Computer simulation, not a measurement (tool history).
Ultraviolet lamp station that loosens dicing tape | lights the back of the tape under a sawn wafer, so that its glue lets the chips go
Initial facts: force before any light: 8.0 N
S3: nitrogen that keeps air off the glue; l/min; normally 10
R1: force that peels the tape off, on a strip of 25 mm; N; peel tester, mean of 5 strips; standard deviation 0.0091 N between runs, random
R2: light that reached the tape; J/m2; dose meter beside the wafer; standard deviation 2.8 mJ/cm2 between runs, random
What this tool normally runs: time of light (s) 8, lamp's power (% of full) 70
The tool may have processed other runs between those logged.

{"run": 1, "hour": 0.0, "time of light (s)": 8, "lamp's power (% of full)": 70, "S3": 10, "R1": 0.692, "R2": 2910}
{"run": 2, "hour": 42.3, "time of light (s)": 8, "lamp's power (% of full)": 70, "S3": 10, "R1": 0.7, "R2": 2890}
{"run": 3, "hour": 80.4, "time of light (s)": 8, "lamp's power (% of full)": 70, "S3": 10, "R1": 0.742, "R2": 2860}
{"run": 4, "hour": 112.9, "time of light (s)": 8, "lamp's power (% of full)": 70, "S3": 10, "R1": 0.733, "R2": 2810}
{"run": 5, "hour": 140.1, "time of light (s)": 8, "lamp's power (% of full)": 70, "S3": 10, "R1": 0.744, "R2": 2750}
{"run": 6, "hour": 181.1, "time of light (s)": 8, "lamp's power (% of full)": 70, "S3": 10, "R1": 0.778, "R2": 2730}
{"run": 7, "hour": 225.8, "time of light (s)": 8, "lamp's power (% of full)": 74, "S3": 10, "R1": 0.71, "R2": 2880}
{"run": 8, "hour": 264.7, "time of light (s)": 8, "lamp's power (% of full)": 82, "S3": 10, "R1": 0.585, "R2": 3160}
{"run": 9, "hour": 311.4, "time of light (s)": 8, "lamp's power (% of full)": 82, "S3": 10, "R1": 0.566, "R2": 3120}
{"hour": 342.7, "done": "window cleaned of glue's vapour"}
{"run": 10, "hour": 351.5, "time of light (s)": 12, "lamp's power (% of full)": 70, "S3": 10, "R1": 0.409, "R2": 3830}
{"run": 11, "hour": 404.6, "time of light (s)": 8, "lamp's power (% of full)": 76, "S3": 10, "R1": 0.815, "R2": 2720}
{"run": 12, "hour": 441.6, "time of light (s)": 8, "lamp's power (% of full)": 76, "S3": 10, "R1": 0.79, "R2": 2710}
{"run": 13, "hour": 491.0, "time of light (s)": 8, "lamp's power (% of full)": 70, "S3": 10, "R1": 0.93, "R2": 2440}
{"run": 14, "hour": 529.5, "time of light (s)": 8, "lamp's power (% of full)": 70, "S3": 10, "R1": 0.975, "R2": 2410}
{"run": 15, "hour": 567.2, "time of light (s)": 8, "lamp's power (% of full)": 94, "S3": 10, "R1": 0.545, "R2": 3220}
{"run": 16, "hour": 591.3, "time of light (s)": 8, "lamp's power (% of full)": 94, "S3": 10, "R1": 0.576, "R2": 3160}
{"hour": 595.5, "done": "window cleaned of glue's vapour, once more"}
{"run": 17, "hour": 620.7, "time of light (s)": 8, "lamp's power (% of full)": 84, "S3": 10, "R1": 0.597, "R2": 3140}
{"run": 18, "hour": 664.6, "time of light (s)": 8, "lamp's power (% of full)": 71, "S3": 4, "R1": 1.636, "R2": 2610}
{"run": 19, "hour": 706.6, "time of light (s)": 12, "lamp's power (% of full)": 63, "S3": 4, "R1": 1.026, "R2": 3400}
{"run": 20, "hour": 764.2, "time of light (s)": 12, "lamp's power (% of full)": 63, "S3": 4, "R1": 1.057, "R2": 3390}
{"run": 21, "hour": 815.8, "time of light (s)": 13, "lamp's power (% of full)": 69, "S3": 6, "R1": 0.562, "R2": 3940}
{"run": 22, "hour": 853.0, "time of light (s)": 8, "lamp's power (% of full)": 70, "S3": 14, "R1": 0.762, "R2": 2400}
{"run": 23, "hour": 892.3, "time of light (s)": 6, "lamp's power (% of full)": 80, "S3": 7, "R1": 1.595, "R2": 2060}
{"run": 24, "hour": 922.5, "time of light (s)": 6, "lamp's power (% of full)": 80, "S3": 7, "R1": 1.642, "R2": 2020}
{"run": 25, "hour": 959.8, "time of light (s)": 6, "lamp's power (% of full)": 80, "S3": 7, "R1": 1.663, "R2": 2000}
{"run": 26, "hour": 986.4, "time of light (s)": 6, "lamp's power (% of full)": 80, "S3": 7, "R1": 1.706, "R2": 1970}
{"run": 27, "hour": 1031.8, "time of light (s)": 6, "lamp's power (% of full)": 80, "S3": 7, "R1": 1.696, "R2": 1970}
{"run": 28, "hour": 1074.2, "time of light (s)": 10, "lamp's power (% of full)": 77, "S3": 18, "R1": 0.41, "R2": 3140}
{"run": 29, "hour": 1124.9, "time of light (s)": 8, "lamp's power (% of full)": 70, "S3": 3, "R1": 2.355, "R2": 2240}

Consider 5 possible next runs. They are alternatives, not a sequence: every one starts from the tool as it was left by run 29. What does each give?
{"hour": 1135.6, "done": "window cleaned of glue's vapour"}
{"run": "A", "hour": 1149.6, "time of light (s)": 8, "lamp's power (% of full)": 100, "S3": 10, "R1": "?", "R2": "?"}
{"hour": 1135.6, "done": "window cleaned of glue's vapour"}
{"run": "B", "hour": 1149.6, "time of light (s)": 8, "lamp's power (% of full)": 70, "S3": 3, "R1": "?", "R2": "?"}
{"hour": 1135.6, "done": "window cleaned of glue's vapour"}
{"run": "C", "hour": 1149.6, "time of light (s)": 8, "lamp's power (% of full)": 72, "S3": 12, "R1": "?", "R2": "?"}
{"hour": 1135.6, "done": "window cleaned of glue's vapour"}
{"run": "D", "hour": 1149.6, "time of light (s)": 5, "lamp's power (% of full)": 70, "S3": 3, "R1": "?", "R2": "?"}
{"hour": 1135.6, "done": "window cleaned of glue's vapour"}
{"run": "E", "hour": 1149.6, "time of light (s)": 5, "lamp's power (% of full)": 95, "S3": 16, "R1": "?", "R2": "?"}

run=A R1=0.532 R2=3290
run=B R1=2.325 R2=2350
run=C R1=0.883 R2=2330
run=D R1=3.693 R2=1430
run=E R1=1.028 R2=1990
With the hidden condition removed and each run's random variation left untouched, the same runs would have given:
run=A R1=0.235 R2=5610
run=B R1=1.03 R2=4000
run=C R1=0.324 R2=4010
run=D R1=2.137 R2=2440
run=E R1=0.372 R2=3380
